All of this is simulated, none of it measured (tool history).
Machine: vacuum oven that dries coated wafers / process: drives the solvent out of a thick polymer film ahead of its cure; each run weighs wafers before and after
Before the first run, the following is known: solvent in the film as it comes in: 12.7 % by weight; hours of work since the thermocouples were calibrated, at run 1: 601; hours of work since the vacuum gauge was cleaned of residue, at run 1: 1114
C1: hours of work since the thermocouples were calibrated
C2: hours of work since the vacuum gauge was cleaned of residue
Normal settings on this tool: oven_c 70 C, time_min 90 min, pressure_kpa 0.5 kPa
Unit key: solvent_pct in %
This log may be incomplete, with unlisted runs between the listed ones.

run 1 hour=0 | oven_c=70 time_min=90 pressure_kpa=0.5 | C1=601 C2=1114 | solvent_pct=1.01
run 2 hour=50.1 | oven_c=70 time_min=90 pressure_kpa=0.5 | C1=628 C2=1142 | solvent_pct=0.99
run 3 hour=101.3 | oven_c=70 time_min=90 pressure_kpa=0.5 | C1=656 C2=1170 | solvent_pct=1
run 4 hour=134.4 | oven_c=70 time_min=90 pressure_kpa=0.5 | C1=675 C2=1188 | solvent_pct=1.03
run 5 hour=180 | oven_c=70 time_min=90 pressure_kpa=0.5 | C1=700 C2=1213 | solvent_pct=0.98
run 6 hour=233 | oven_c=70 time_min=90 pressure_kpa=0.5 | C1=729 C2=1242 | solvent_pct=0.98
run 7 hour=277.1 | oven_c=70 time_min=65 pressure_kpa=0.5 | C1=753 C2=1267 | solvent_pct=1.86
run 8 hour=309.3 | oven_c=70 time_min=90 pressure_kpa=0.821 | C1=771 C2=1284 | solvent_pct=1.2
run 9 hour=367 | oven_c=70 time_min=90 pressure_kpa=0.5 | C1=803 C2=1316 | solvent_pct=0.96
run 10 hour=404.9 | oven_c=70 time_min=90 pressure_kpa=0.5 | C1=823 C2=1337 | solvent_pct=1.02
run 11 hour=431.7 | oven_c=70 time_min=90 pressure_kpa=0.5 | C1=838 C2=1352 | solvent_pct=1.05
run 12 hour=477.2 | oven_c=70 time_min=90 pressure_kpa=0.5 | C1=863 C2=1377 | solvent_pct=0.99
run 13 hour=528.1 | oven_c=70 time_min=90 pressure_kpa=0.5 | C1=891 C2=1405 | solvent_pct=1
run 14 hour=576 | oven_c=70 time_min=90 pressure_kpa=0.5 | C1=918 C2=1431 | solvent_pct=0.94
run 15 hour=625.6 | oven_c=70 time_min=90 pressure_kpa=0.567 | C1=945 C2=1459 | solvent_pct=1.04
run 16 hour=684.3 | oven_c=70 time_min=90 pressure_kpa=0.567 | C1=977 C2=1491 | solvent_pct=1.07
run 17 hour=710.2 | oven_c=70 time_min=90 pressure_kpa=0.567 | C1=992 C2=1505 | solvent_pct=1
-- hour=753.3 oven's thermocouples calibrated
run 18 hour=758.8 | oven_c=70 time_min=50 pressure_kpa=0.5 | C1=3 C2=1531 | solvent_pct=2.66
run 19 hour=792.7 | oven_c=70 time_min=50 pressure_kpa=0.5 | C1=22 C2=1549 | solvent_pct=2.66
-- hour=804 vacuum gauge cleaned of residue and calibrated
run 20 hour=850.5 | oven_c=70 time_min=50 pressure_kpa=0.5 | C1=53 C2=26 | solvent_pct=2.65
run 21 hour=901.2 | oven_c=70 time_min=90 pressure_kpa=0.399 | C1=81 C2=53 | solvent_pct=1.01
run 22 hour=956.7 | oven_c=70 time_min=90 pressure_kpa=0.399 | C1=111 C2=84 | solvent_pct=0.99
run 23 hour=995.4 | oven_c=70 time_min=90 pressure_kpa=0.399 | C1=132 C2=105 | solvent_pct=0.98
run 24 hour=1026.7 | oven_c=78 time_min=90 pressure_kpa=1.418 | C1=150 C2=123 | solvent_pct=0.65
run 25 hour=1067.6 | oven_c=78 time_min=90 pressure_kpa=1.418 | C1=172 C2=145 | solvent_pct=0.65
run 26 hour=1113.3 | oven_c=83 time_min=137 pressure_kpa=0.813 | C1=197 C2=170 | solvent_pct=0.26
run 27 hour=1159.2 | oven_c=61 time_min=51 pressure_kpa=0.489 | C1=223 C2=196 | solvent_pct=4.45
run 28 hour=1195.2 | oven_c=70 time_min=90 pressure_kpa=0.974 | C1=242 C2=215 | solvent_pct=1.19
run 29 hour=1221.3 | oven_c=70 time_min=90 pressure_kpa=0.974 | C1=257 C2=230 | solvent_pct=1.17
run 30 hour=1275.4 | oven_c=70 time_min=90 pressure_kpa=0.974 | C1=287 C2=259 | solvent_pct=1.15
run 31 hour=1322.9 | oven_c=70 time_min=90 pressure_kpa=0.471 | C1=313 C2=286 | solvent_pct=0.99
run 32 hour=1377.8 | oven_c=62 time_min=54 pressure_kpa=1.838 | C1=343 C2=316 | solvent_pct=4.58
run 33 hour=1412.5 | oven_c=62 time_min=54 pressure_kpa=1.838 | C1=362 C2=335 | solvent_pct=4.49
run 34 hour=1457.4 | oven_c=62 time_min=54 pressure_kpa=1.838 | C1=387 C2=360 | solvent_pct=4.55
run 35 hour=1501.9 | oven_c=62 time_min=81 pressure_kpa=0.303 | C1=411 C2=384 | solvent_pct=2.45
run 36 hour=1550.2 | oven_c=62 time_min=81 pressure_kpa=0.303 | C1=438 C2=411 | solvent_pct=2.45
run 37 hour=1583.5 | oven_c=71 time_min=71 pressure_kpa=0.347 | C1=456 C2=429 | solvent_pct=1.39
run 38 hour=1642.5 | oven_c=71 time_min=58 pressure_kpa=0.5 | C1=489 C2=462 | solvent_pct=2.02
run 39 hour=1693.5 | oven_c=71 time_min=58 pressure_kpa=0.287 | C1=517 C2=490 | solvent_pct=1.85
run 40 hour=1752.9 | oven_c=71 time_min=58 pressure_kpa=0.287 | C1=549 C2=522 | solvent_pct=1.91
run 41 hour=1788.9 | oven_c=71 time_min=58 pressure_kpa=0.287 | C1=569 C2=542 | solvent_pct=1.87
run 42 hour=1848.3 | oven_c=65 time_min=54 pressure_kpa=0.5 | C1=602 C2=575 | solvent_pct=3.5
run 43 hour=1893.1 | oven_c=65 time_min=54 pressure_kpa=0.5 | C1=627 C2=600 | solvent_pct=3.37
run 44 hour=1939 | oven_c=56 time_min=54 pressure_kpa=1.739 | C1=652 C2=625 | solvent_pct=5.9
run 45 hour=1963.8 | oven_c=60 time_min=74 pressure_kpa=0.364 | C1=666 C2=638 | solvent_pct=3.26
run 46 hour=2006.1 | oven_c=55 time_min=90 pressure_kpa=0.5 | C1=689 C2=662 | solvent_pct=3.69

3 ways to go on from here, each from the tool as it stands after run 46. What would each give?
run A hour=2034.3 | oven_c=80 time_min=84 pressure_kpa=0.5 | C1=704 C2=677 | solvent_pct=?
run B hour=2034.3 | oven_c=70 time_min=90 pressure_kpa=1.257 | C1=704 C2=677 | solvent_pct=?
run C hour=2034.3 | oven_c=78 time_min=159 pressure_kpa=1.151 | C1=704 C2=677 | solvent_pct=?

run=A solvent_pct=0.31
run=B solvent_pct=1.29
run=C solvent_pct=0.36
Stripped of hidden state, with their random variation kept, the same runs would have yielded:
run=A solvent_pct=0.3
run=B solvent_pct=1.28
run=C solvent_pct=0.35
